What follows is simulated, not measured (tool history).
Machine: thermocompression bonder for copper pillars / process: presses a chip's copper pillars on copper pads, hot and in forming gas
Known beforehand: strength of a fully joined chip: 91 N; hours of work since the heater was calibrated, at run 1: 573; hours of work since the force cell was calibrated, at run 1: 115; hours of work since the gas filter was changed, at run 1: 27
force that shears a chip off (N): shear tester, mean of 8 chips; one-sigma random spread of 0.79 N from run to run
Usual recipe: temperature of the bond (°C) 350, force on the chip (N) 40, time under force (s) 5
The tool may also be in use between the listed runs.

| run | hour | temperature of the bond (°C) | force on the chip (N) | time under force (s) | hours of work since the heater was calibrated | hours of work since the force cell was calibrated | hours of work since the gas filter was changed | force that shears a chip off (N) |
|---|---|---|---|---|---|---|---|---|
| 1 | 0 | 350 | 40 | 5 | 573 | 115 | 27 | 57.4 |
| 2 | 5.8 | 350 | 40 | 5 | 577 | 119 | 31 | 57.5 |
| 3 | 11.2 | 350 | 40 | 5 | 580 | 122 | 34 | 56.3 |
| 4 | 17.8 | 350 | 40 | 5 | 585 | 127 | 39 | 56.2 |
| 5 | 25.4 | 350 | 40 | 5 | 590 | 132 | 44 | 57.2 |
| 6 | 30.4 | 350 | 40 | 5 | 593 | 135 | 47 | 55.9 |
| 7 | 38.8 | 350 | 40 | 5 | 599 | 141 | 53 | 56 |
| 8 | 44.9 | 350 | 56 | 5 | 603 | 145 | 57 | 65.7 |
| 9 | 49.1 | 350 | 40 | 5 | 606 | 148 | 60 | 54.9 |
| 10 | 57.1 | 350 | 40 | 5 | 611 | 153 | 65 | 54.3 |
| 11 | 66 | 350 | 40 | 5 | 617 | 159 | 71 | 53.5 |
| 12 | 73.3 | 350 | 40 | 5 | 622 | 164 | 76 | 54.8 |
| 13 | 80.4 | 350 | 47 | 5 | 627 | 169 | 81 | 59.2 |
| 14 | 88.5 | 350 | 40 | 5 | 632 | 174 | 86 | 52.7 |
| 15 | 95.3 | 350 | 40 | 5 | 637 | 179 | 91 | 54.2 |
| 16 | 101.3 | 350 | 40 | 5 | 641 | 183 | 95 | 53.7 |
| 17 | 106.4 | 350 | 26 | 5 | 645 | 187 | 99 | 39.9 |
| 18 | 110.8 | 350 | 26 | 5 | 647 | 189 | 102 | 40 |
| 19 | 120 | 350 | 26 | 5 | 654 | 196 | 108 | 38.4 |
| 20 | 125.3 | 371 | 40 | 5 | 657 | 199 | 111 | 62.7 |
| 21 | 131.3 | 352 | 53 | 5 | 661 | 203 | 115 | 62.2 |
| 22 | 135.4 | 364 | 40 | 5 | 664 | 206 | 118 | 59.5 |
| 23 | 139.5 | 378 | 32 | 3 | 667 | 209 | 121 | 51.2 |
| 24 | 145.2 | 347 | 32 | 3 | 671 | 213 | 125 | 36.7 |
| 25 | 149.6 | 321 | 32 | 3 | 674 | 216 | 128 | 27.1 |
|  | 152 | forming gas filter changed |
| 26 | 157.1 | 321 | 47 | 3 | 678 | 220 | 3 | 39.9 |
| 27 | 164.5 | 345 | 48 | 4 | 683 | 225 | 8 | 56.6 |
| 28 | 172 | 345 | 40 | 9 | 688 | 230 | 13 | 64.7 |
| 29 | 176.2 | 337 | 42 | 4 | 691 | 233 | 16 | 47.6 |
| 30 | 183.6 | 337 | 42 | 4 | 696 | 238 | 21 | 47.9 |
| 31 | 190.6 | 337 | 42 | 4 | 701 | 243 | 26 | 48.5 |
| 32 | 199 | 350 | 40 | 10 | 707 | 249 | 32 | 68.9 |
| 33 | 205.6 | 350 | 40 | 10 | 711 | 253 | 36 | 66.6 |
| 34 | 214.6 | 322 | 40 | 4 | 717 | 259 | 42 | 37.6 |
| 35 | 220.9 | 359 | 44 | 5 | 721 | 263 | 46 | 61.7 |
| 36 | 227.4 | 354 | 27 | 4 | 726 | 268 | 51 | 40.5 |
| 37 | 231.8 | 324 | 48 | 4 | 729 | 271 | 54 | 45.6 |
| 38 | 235.7 | 338 | 34 | 4 | 731 | 273 | 56 | 38.9 |
| 39 | 239.6 | 338 | 34 | 4 | 734 | 276 | 59 | 39.4 |

Entry by entry between the runs, the difference in hidden state between the last listed run before and the first listed run after:
Runs 25 to 26: forming gas filter changed (hour 152)
  oxide that the forming gas leaves, % of the face: 9.6 -> 0.86
  measured result minus the result with no hidden state, force that shears a chip off (N): -5.1 -> -3.1

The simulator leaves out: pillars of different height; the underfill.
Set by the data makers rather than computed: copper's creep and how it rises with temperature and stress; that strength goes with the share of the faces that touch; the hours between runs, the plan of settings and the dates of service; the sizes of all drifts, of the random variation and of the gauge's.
